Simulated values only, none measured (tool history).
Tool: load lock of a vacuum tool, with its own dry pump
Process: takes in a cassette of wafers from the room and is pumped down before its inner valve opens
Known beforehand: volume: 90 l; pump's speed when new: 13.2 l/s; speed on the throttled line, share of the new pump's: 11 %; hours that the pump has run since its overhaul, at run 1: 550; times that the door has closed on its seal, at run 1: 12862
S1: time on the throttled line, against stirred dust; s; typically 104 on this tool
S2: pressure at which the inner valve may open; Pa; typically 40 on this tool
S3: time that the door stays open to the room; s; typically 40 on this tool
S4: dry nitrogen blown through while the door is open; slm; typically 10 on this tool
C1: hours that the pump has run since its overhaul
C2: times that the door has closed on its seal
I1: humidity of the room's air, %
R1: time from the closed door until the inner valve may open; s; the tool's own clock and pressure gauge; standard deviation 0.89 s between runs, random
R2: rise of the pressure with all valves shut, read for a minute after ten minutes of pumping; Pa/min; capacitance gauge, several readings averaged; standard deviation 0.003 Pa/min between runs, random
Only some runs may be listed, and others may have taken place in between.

run	hour	S1	S2	S3	S4	C1	C2	I1	R1	R2
1	0	104	40	40	10	550	12862	44.7	147.7	0.018
2	217.3	104	40	40	10	767	13308	46.1	145.8	0.024
3	417.1	104	40	40	10	967	13718	40.7	146.2	0.018
4	638.6	104	40	40	8	1189	14172	45.6	144.9	0.023
5	838.3	104	40	40	10	1388	14581	46.2	146.1	0.022
6	1006.5	199	40	40	10	1557	14926	45.4	230.9	0.021
7	1167.5	104	53	40	10	1718	15256	45.2	144.8	0.023
8	1328.8	104	29	40	10	1879	15587	45.2	146.7	0.019
9	1424.1	104	29	40	10	1974	15782	45.5	148.3	0.015
10	1645.6	104	29	40	8	2196	16236	43	148.6	0.018
11	1872	104	40	40	7	2422	16700	46.1	146.7	0.03
12	2002.5	104	40	40	7	2553	16968	45.3	146.9	0.023
13	2199.2	104	40	40	7	2749	17371	44.2	146.4	0.023
14	2375.4	118	48	92	10	2925	17732	46.8	157	0.032
15	2509.7	118	48	92	10	3060	18008	45.6	155.4	0.033
16	2670.1	118	48	92	10	3220	18337	42.2	158	0.027
17	2864	104	58	40	7	3414	18734	42.6	143.2	0.022
18	3000.4	166	49	43	10	3550	19014	43.5	200.6	0.027
19	3184.4	166	49	43	10	3735	19391	46.9	200.6	0.022
20	3298.1	166	49	43	10	3848	19624	45.4	198.9	0.023

The next listed run, before its measurement:
21	3504.2	57	47	34	23	4054	20047	43.2	?	?

R1: 103.5 s
R2: 0.013 Pa/min
If the tool had no hidden condition, the same run with the same run-to-run variation would have returned R1 103.5 s, R2 0.012 Pa/min.
